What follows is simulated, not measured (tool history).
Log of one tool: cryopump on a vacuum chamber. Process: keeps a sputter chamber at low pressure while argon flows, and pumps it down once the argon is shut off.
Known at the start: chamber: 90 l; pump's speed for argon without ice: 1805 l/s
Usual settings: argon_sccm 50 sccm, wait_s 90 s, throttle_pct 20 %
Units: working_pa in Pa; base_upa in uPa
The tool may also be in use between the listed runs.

| run | day | argon_sccm | wait_s | throttle_pct | working_pa | base_upa |
|---|---|---|---|---|---|---|
| 1 | 0 | 50 | 90 | 20 | 0.2391 | 0.95 |
| 2 | 0.404 | 50 | 296 | 20 | 0.2369 | 0.46 |
| 3 | 0.779 | 50 | 296 | 20 | 0.2358 | 0.45 |
| 4 | 1.367 | 50 | 296 | 20 | 0.2373 | 0.42 |
| 5 | 2.125 | 50 | 296 | 20 | 0.2389 | 0.45 |
| 6 | 2.667 | 50 | 296 | 20 | 0.2386 | 0.43 |
| 7 | 3.542 | 50 | 90 | 20 | 0.2353 | 0.93 |
| 8 | 4.025 | 50 | 90 | 20 | 0.2376 | 0.93 |
| 9 | 4.575 | 50 | 90 | 20 | 0.238 | 0.93 |
| 10 | 5.454 | 50 | 30 | 20 | 0.2376 | 2.28 |
| 11 | 6.179 | 50 | 30 | 20 | 0.2382 | 2.32 |
| 12 | 6.683 | 94 | 90 | 20 | 0.4487 | 0.9 |
| 13 | 7.396 | 50 | 90 | 20 | 0.238 | 0.9 |
| 14 | 7.783 | 50 | 90 | 20 | 0.2365 | 0.89 |
| 15 | 8.383 | 50 | 119 | 20 | 0.2374 | 0.76 |
| 16 | 8.833 | 73 | 119 | 18 | 0.3839 | 0.77 |
| 17 | 9.679 | 49 | 27 | 34 | 0.1391 | 2.52 |
| 18 | 10.504 | 91 | 33 | 29 | 0.2994 | 2.16 |
| 19 | 11.208 | 23 | 123 | 49 | 0.0457 | 0.77 |
| 20 | 11.721 | 50 | 55 | 20 | 0.2385 | 1.43 |
| 21 | 12.492 | 50 | 55 | 20 | 0.2381 | 1.42 |
| 22 | 12.904 | 21 | 34 | 55 | 0.0379 | 2.09 |
| 23 | 13.504 | 21 | 34 | 39 | 0.0515 | 2.08 |
| 24 | 13.904 | 50 | 90 | 32 | 0.1506 | 0.95 |
| 25 | 14.642 | 50 | 103 | 36 | 0.1356 | 0.84 |
| 26 | 15.046 | 73 | 90 | 20 | 0.3457 | 0.93 |
| 27 | 15.696 | 50 | 22 | 34 | 0.1424 | 3.23 |
| 28 | 16.5 | 33 | 55 | 39 | 0.0823 | 1.4 |
| 29 | 17.079 | 72 | 74 | 16 | 0.4281 | 1.09 |

Forecast each of these 3 alternatives for the next run:
| A | 17.508 | 50 | 90 | 25 | ? | ? |
| B | 17.508 | 50 | 37 | 50 | ? | ? |
| C | 17.508 | 29 | 74 | 16 | ? | ? |

| run | working_pa | base_upa |
|---|---|---|
| A | 0.1923 | 0.94 |
| B | 0.0984 | 1.87 |
| C | 0.1729 | 1.1 |
Without the tool's hidden state the same runs would have given:
| run | working_pa | base_upa |
|---|---|---|
| A | 0.1875 | 0.83 |
| B | 0.0937 | 1.77 |
| C | 0.1701 | 1 |
